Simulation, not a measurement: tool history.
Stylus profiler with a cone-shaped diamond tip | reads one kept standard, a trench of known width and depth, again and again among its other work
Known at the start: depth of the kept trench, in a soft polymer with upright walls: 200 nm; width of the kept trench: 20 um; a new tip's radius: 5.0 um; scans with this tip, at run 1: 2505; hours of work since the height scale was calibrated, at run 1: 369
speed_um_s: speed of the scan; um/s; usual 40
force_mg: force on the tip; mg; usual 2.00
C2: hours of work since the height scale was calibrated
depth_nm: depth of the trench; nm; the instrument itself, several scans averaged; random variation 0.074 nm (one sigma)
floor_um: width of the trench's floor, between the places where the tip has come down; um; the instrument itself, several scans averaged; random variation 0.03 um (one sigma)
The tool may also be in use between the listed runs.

Run 1, day 0.000: usual settings; scans with this tip 2505; C2 369. Result: depth_nm 203.00 nm, floor_um 17.00 um.
Run 2, day 0.950: usual settings; scans with this tip 2615; C2 385. Result: depth_nm 202.86 nm, floor_um 16.92 um.
Run 3, day 1.550: usual settings; scans with this tip 2685; C2 396. Result: depth_nm 202.91 nm, floor_um 17.00 um.
Run 4, day 2.408: usual settings; scans with this tip 2784; C2 410. Result: depth_nm 202.79 nm, floor_um 16.93 um.
Run 5, day 3.388: usual settings but force_mg 3.42 mg; scans with this tip 2898; C2 427. Result: depth_nm 203.97 nm, floor_um 16.93 um.
Run 6, day 4.083: usual settings but force_mg 3.42 mg; scans with this tip 2979; C2 439. Result: depth_nm 204.15 nm, floor_um 16.93 um.
Run 7, day 5.488: usual settings but speed_um_s 74 um/s; scans with this tip 3142; C2 463. Result: depth_nm 202.99 nm, floor_um 16.83 um.
At day 5.571: height scale calibrated on a step standard.
Run 8, day 6.308: usual settings but speed_um_s 74 um/s; scans with this tip 3234; C2 13. Result: depth_nm 202.82 nm, floor_um 16.89 um.
Run 9, day 7.542: usual settings but force_mg 0.75 mg; scans with this tip 3377; C2 34. Result: depth_nm 201.60 nm, floor_um 16.86 um.
At day 8.671: height scale calibrated on a step standard, once more.
Run 10, day 8.758: usual settings but force_mg 0.75 mg; scans with this tip 3516; C2 1. Result: depth_nm 201.28 nm, floor_um 16.79 um.
Run 11, day 9.396: usual settings but force_mg 0.75 mg; scans with this tip 3590; C2 12. Result: depth_nm 201.11 nm, floor_um 16.82 um.
Run 12, day 10.642: usual settings but force_mg 0.75 mg; scans with this tip 3734; C2 34. Result: depth_nm 201.23 nm, floor_um 16.81 um.
Run 13, day 12.025: usual settings but force_mg 0.85 mg; scans with this tip 3895; C2 57. Result: depth_nm 201.32 nm, floor_um 16.82 um.
Run 14, day 12.800: usual settings but force_mg 0.85 mg; scans with this tip 3984; C2 70. Result: depth_nm 201.41 nm, floor_um 16.79 um.

Forecast run 15:
Run 15, day 13.954: usual settings but speed_um_s 17 um/s, force_mg 3.96 mg; scans with this tip 4118; C2 90. Result: depth_nm ?, floor_um ?.

depth_nm: 204.22 nm
floor_um: 16.97 um
Without the tool's hidden state the same run would have given depth_nm 204.36 nm, floor_um 17.16 um.

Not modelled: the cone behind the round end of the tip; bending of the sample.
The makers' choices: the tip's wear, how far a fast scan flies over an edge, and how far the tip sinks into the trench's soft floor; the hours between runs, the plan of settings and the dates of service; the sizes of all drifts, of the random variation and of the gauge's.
